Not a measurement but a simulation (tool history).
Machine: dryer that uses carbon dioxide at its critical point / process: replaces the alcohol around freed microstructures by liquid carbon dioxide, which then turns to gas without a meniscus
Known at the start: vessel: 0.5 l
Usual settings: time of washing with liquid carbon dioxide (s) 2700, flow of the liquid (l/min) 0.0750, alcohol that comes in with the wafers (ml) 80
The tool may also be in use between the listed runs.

run	hour	time of washing with liquid carbon dioxide (s)	flow of the liquid (l/min)	alcohol that comes in with the wafers (ml)	alcohol left in the vessel before it's heated (ppm by volume)
1	0.0	2700	0.0750	80	1048
# hour 24.0: inlet filter changed
2	26.6	2700	0.0750	80	483
3	68.3	2700	0.0750	80	518
4	104.7	2700	0.0750	80	530
5	152.2	2700	0.0906	80	164
6	201.9	2700	0.0906	80	185
7	241.0	2700	0.0750	80	610
8	273.2	4140	0.0750	80	50
9	311.5	2580	0.0750	80	849
10	342.3	2700	0.0750	80	679
11	362.4	2700	0.0750	80	697
12	400.4	2700	0.0750	80	689
13	436.9	2700	0.0750	80	763
14	463.3	2700	0.0750	80	770
15	492.3	2700	0.0750	80	810
16	535.5	2700	0.0750	52	548
17	575.5	2700	0.0750	52	590
18	606.0	2700	0.0750	52	615
19	630.8	2040	0.1089	79	511
20	673.0	2040	0.0472	77	14487
21	717.0	2040	0.0472	77	14810
# hour 729.7: inlet filter changed
22	753.0	2460	0.0642	92	2056
23	790.3	2580	0.0658	80	1349
24	813.0	4200	0.0533	36	176
25	859.8	2700	0.0933	80	150
26	890.1	2700	0.0933	80	161
27	926.3	4080	0.0933	31	30
28	972.7	2220	0.0802	70	1058
29	1017.7	3840	0.0728	21	46
30	1054.6	2700	0.1082	80	85
31	1079.6	1680	0.0750	29	1980
32	1126.1	3060	0.0750	46	229
33	1165.4	1860	0.0750	61	3170
34	1214.8	2700	0.0883	80	323
35	1262.3	2700	0.0647	83	1884

For some of the steps in alcohol left in the vessel before it's heated (ppm by volume) from one run to the next: how much would appear even if the tool had no hidden state, given the settings, what came in and random variation, and how much remains for the hidden state plus any gauge scatter that the measured result and the result without hidden state don't share?
Hidden state present: flow that reaches the vessel past the clogged filter, %; alcohol in the recycled carbon dioxide, ppm; drift of the gauge itself on alcohol_ppm, %.
Run 19 -> 20: flow of the liquid (l/min) 0.1089 -> 0.0472, alcohol that comes in with the wafers (ml) 79 -> 77. alcohol left in the vessel before it's heated (ppm by volume) +13976: hidden state +3784, all else +10192.
Run 21 -> 22: time of washing with liquid carbon dioxide (s) 2040 -> 2460, flow of the liquid (l/min) 0.0472 -> 0.0642, alcohol that comes in with the wafers (ml) 77 -> 92, inlet filter changed. alcohol left in the vessel before it's heated (ppm by volume) -12754: hidden state -4315, all else -8439.
Run 32 -> 33: time of washing with liquid carbon dioxide (s) 3060 -> 1860, alcohol that comes in with the wafers (ml) 46 -> 61. alcohol left in the vessel before it's heated (ppm by volume) +2941: hidden state +807, all else +2134.
